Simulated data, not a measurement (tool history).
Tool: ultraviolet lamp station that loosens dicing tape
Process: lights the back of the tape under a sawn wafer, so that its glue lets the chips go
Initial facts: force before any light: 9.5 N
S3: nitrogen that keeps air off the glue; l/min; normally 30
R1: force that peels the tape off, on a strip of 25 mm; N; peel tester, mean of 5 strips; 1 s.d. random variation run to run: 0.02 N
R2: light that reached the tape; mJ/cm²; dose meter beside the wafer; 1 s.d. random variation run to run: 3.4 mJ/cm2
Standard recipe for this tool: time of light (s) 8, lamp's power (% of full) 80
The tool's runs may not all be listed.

{"run": 1, "hour": 0.0, "time of light (s)": 8, "lamp's power (% of full)": 80, "S3": 30, "R1": 1.099, "R2": 501}
{"run": 2, "hour": 31.7, "time of light (s)": 8, "lamp's power (% of full)": 80, "S3": 30, "R1": 1.144, "R2": 512}
{"run": 3, "hour": 51.3, "time of light (s)": 8, "lamp's power (% of full)": 80, "S3": 30, "R1": 1.167, "R2": 500}
{"run": 4, "hour": 87.9, "time of light (s)": 8, "lamp's power (% of full)": 80, "S3": 30, "R1": 1.189, "R2": 485}
{"run": 5, "hour": 129.5, "time of light (s)": 8, "lamp's power (% of full)": 80, "S3": 30, "R1": 1.191, "R2": 483}
{"run": 6, "hour": 156.6, "time of light (s)": 8, "lamp's power (% of full)": 80, "S3": 30, "R1": 1.261, "R2": 476}
{"run": 7, "hour": 200.9, "time of light (s)": 8, "lamp's power (% of full)": 80, "S3": 30, "R1": 1.29, "R2": 474}
{"run": 8, "hour": 237.9, "time of light (s)": 8, "lamp's power (% of full)": 80, "S3": 30, "R1": 1.363, "R2": 466}
{"run": 9, "hour": 277.4, "time of light (s)": 8, "lamp's power (% of full)": 60, "S3": 30, "R1": 2.136, "R2": 347}
{"run": 10, "hour": 300.7, "time of light (s)": 8, "lamp's power (% of full)": 60, "S3": 30, "R1": 2.143, "R2": 343}
{"run": 11, "hour": 328.3, "time of light (s)": 8, "lamp's power (% of full)": 60, "S3": 30, "R1": 2.199, "R2": 339}
{"run": 12, "hour": 369.7, "time of light (s)": 8, "lamp's power (% of full)": 80, "S3": 30, "R1": 1.424, "R2": 442}
{"run": 13, "hour": 394.5, "time of light (s)": 8, "lamp's power (% of full)": 80, "S3": 30, "R1": 1.442, "R2": 445}
{"run": 14, "hour": 430.2, "time of light (s)": 8, "lamp's power (% of full)": 80, "S3": 30, "R1": 1.462, "R2": 433}
{"run": 15, "hour": 458.5, "time of light (s)": 8, "lamp's power (% of full)": 80, "S3": 30, "R1": 1.651, "R2": 403}
{"run": 16, "hour": 482.1, "time of light (s)": 8, "lamp's power (% of full)": 80, "S3": 30, "R1": 1.632, "R2": 399}
{"run": 17, "hour": 503.4, "time of light (s)": 8, "lamp's power (% of full)": 80, "S3": 45, "R1": 1.431, "R2": 393}
{"run": 18, "hour": 529.7, "time of light (s)": 8, "lamp's power (% of full)": 80, "S3": 45, "R1": 1.36, "R2": 393}
{"run": 19, "hour": 560.8, "time of light (s)": 8, "lamp's power (% of full)": 80, "S3": 45, "R1": 1.466, "R2": 387}
{"run": 20, "hour": 602.8, "time of light (s)": 5, "lamp's power (% of full)": 80, "S3": 30, "R1": 3.419, "R2": 236}
{"run": 21, "hour": 645.7, "time of light (s)": 5, "lamp's power (% of full)": 80, "S3": 30, "R1": 2.644, "R2": 300}
{"run": 22, "hour": 676.6, "time of light (s)": 12, "lamp's power (% of full)": 97, "S3": 23, "R1": 0.44, "R2": 865}
{"run": 23, "hour": 694.9, "time of light (s)": 12, "lamp's power (% of full)": 97, "S3": 23, "R1": 0.446, "R2": 864}
{"run": 24, "hour": 739.4, "time of light (s)": 4, "lamp's power (% of full)": 97, "S3": 23, "R1": 3.124, "R2": 282}
{"run": 25, "hour": 770.1, "time of light (s)": 15, "lamp's power (% of full)": 96, "S3": 51, "R1": 0.192, "R2": 1029}
{"run": 26, "hour": 788.6, "time of light (s)": 4, "lamp's power (% of full)": 96, "S3": 9, "R1": 4.401, "R2": 275}
{"run": 27, "hour": 829.7, "time of light (s)": 5, "lamp's power (% of full)": 94, "S3": 10, "R1": 3.654, "R2": 334}
{"run": 28, "hour": 856.1, "time of light (s)": 5, "lamp's power (% of full)": 62, "S3": 30, "R1": 3.641, "R2": 214}
{"run": 29, "hour": 891.6, "time of light (s)": 13, "lamp's power (% of full)": 80, "S3": 30, "R1": 0.525, "R2": 711}
{"run": 30, "hour": 917.7, "time of light (s)": 13, "lamp's power (% of full)": 80, "S3": 30, "R1": 0.537, "R2": 713}
{"run": 31, "hour": 953.6, "time of light (s)": 4, "lamp's power (% of full)": 70, "S3": 10, "R1": 5.583, "R2": 195}
{"run": 32, "hour": 977.1, "time of light (s)": 6, "lamp's power (% of full)": 83, "S3": 22, "R1": 2.61, "R2": 333}
{"run": 33, "hour": 1004.2, "time of light (s)": 5, "lamp's power (% of full)": 64, "S3": 18, "R1": 4.416, "R2": 212}
{"run": 34, "hour": 1038.9, "time of light (s)": 8, "lamp's power (% of full)": 64, "S3": 38, "R1": 2.024, "R2": 335}
{"run": 35, "hour": 1062.9, "time of light (s)": 15, "lamp's power (% of full)": 92, "S3": 12, "R1": 0.703, "R2": 894}
{"run": 36, "hour": 1097.3, "time of light (s)": 15, "lamp's power (% of full)": 92, "S3": 12, "R1": 0.721, "R2": 886}
{"run": 37, "hour": 1141.2, "time of light (s)": 10, "lamp's power (% of full)": 95, "S3": 30, "R1": 0.792, "R2": 588}
{"run": 38, "hour": 1161.5, "time of light (s)": 8, "lamp's power (% of full)": 69, "S3": 34, "R1": 2.056, "R2": 347}
{"run": 39, "hour": 1196.1, "time of light (s)": 8, "lamp's power (% of full)": 83, "S3": 13, "R1": 2.502, "R2": 411}
{"run": 40, "hour": 1233.8, "time of light (s)": 8, "lamp's power (% of full)": 83, "S3": 13, "R1": 2.706, "R2": 403}
{"run": 41, "hour": 1267.5, "time of light (s)": 8, "lamp's power (% of full)": 79, "S3": 11, "R1": 3.153, "R2": 376}
{"run": 42, "hour": 1305.1, "time of light (s)": 8, "lamp's power (% of full)": 65, "S3": 11, "R1": 3.792, "R2": 307}

Not shown: 2 entries that the log had between the listed runs. Between which runs, and how does the tool's hidden state differ before and after?
Between runs 14 and 15: window cleaned of glue's vapour (hour 434.8)
  lamp's light, % of a new lamp's: 90.8 -> 90.6; light that the window lets through, % of a clean one's: 88.2 -> 81.9
  measured less the result without the state, R1: +0.501 -> +0.700 N; R2: -108 -> -140 mJ/cm²
Between runs 20 and 21: window cleaned of glue's vapour, once more (hour 645.4)
  lamp's light, % of a new lamp's: 89.5 -> 89.2; light that the window lets through, % of a clean one's: 78.1 -> 99.8
  measured less the result without the state, R1: +1.196 -> +0.384 N; R2: -102 -> -37 mJ/cm²

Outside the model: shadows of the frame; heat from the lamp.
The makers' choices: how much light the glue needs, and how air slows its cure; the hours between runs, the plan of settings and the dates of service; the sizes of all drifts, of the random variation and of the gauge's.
